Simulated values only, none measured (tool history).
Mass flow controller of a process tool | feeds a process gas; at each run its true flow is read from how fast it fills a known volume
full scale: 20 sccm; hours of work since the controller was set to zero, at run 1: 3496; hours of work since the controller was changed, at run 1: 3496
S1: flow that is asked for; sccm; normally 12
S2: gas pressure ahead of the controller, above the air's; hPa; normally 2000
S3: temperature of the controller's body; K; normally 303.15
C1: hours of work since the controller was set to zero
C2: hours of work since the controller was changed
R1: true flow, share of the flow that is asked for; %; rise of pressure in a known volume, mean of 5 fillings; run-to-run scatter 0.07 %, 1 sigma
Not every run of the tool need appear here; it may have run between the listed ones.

run	hour	S1	S2	S3	C1	C2	R1
1	0	12	2000	303.15	3496	3496	99.19
2	449.7	12	2000	303.15	3714	3714	99.14
3	837.9	12	2000	309.15	3903	3903	98.36
4	1129.8	11	2000	309.15	4044	4044	98.53
5	1616.6	12	2000	310.15	4280	4280	98.37
6	2067.5	12	2000	310.15	4499	4499	98.38
7	2422.4	12	2000	310.15	4671	4671	98.38
8	2776.1	12	1410	303.15	4843	4843	99.42
9	3172.9	12	1680	303.15	5035	5035	99.33
10	3664	4	1740	303.15	5273	5273	98.86
11	3937.9	8	2000	303.15	5406	5406	99.06

What does the tool deliver on the next run?
12	4411.2	8	2000	303.15	5636	5636	?

{"run 12": {"R1": 99.16}}
Minus the tool's unlogged condition, the same run would have read R1 99.15 %.

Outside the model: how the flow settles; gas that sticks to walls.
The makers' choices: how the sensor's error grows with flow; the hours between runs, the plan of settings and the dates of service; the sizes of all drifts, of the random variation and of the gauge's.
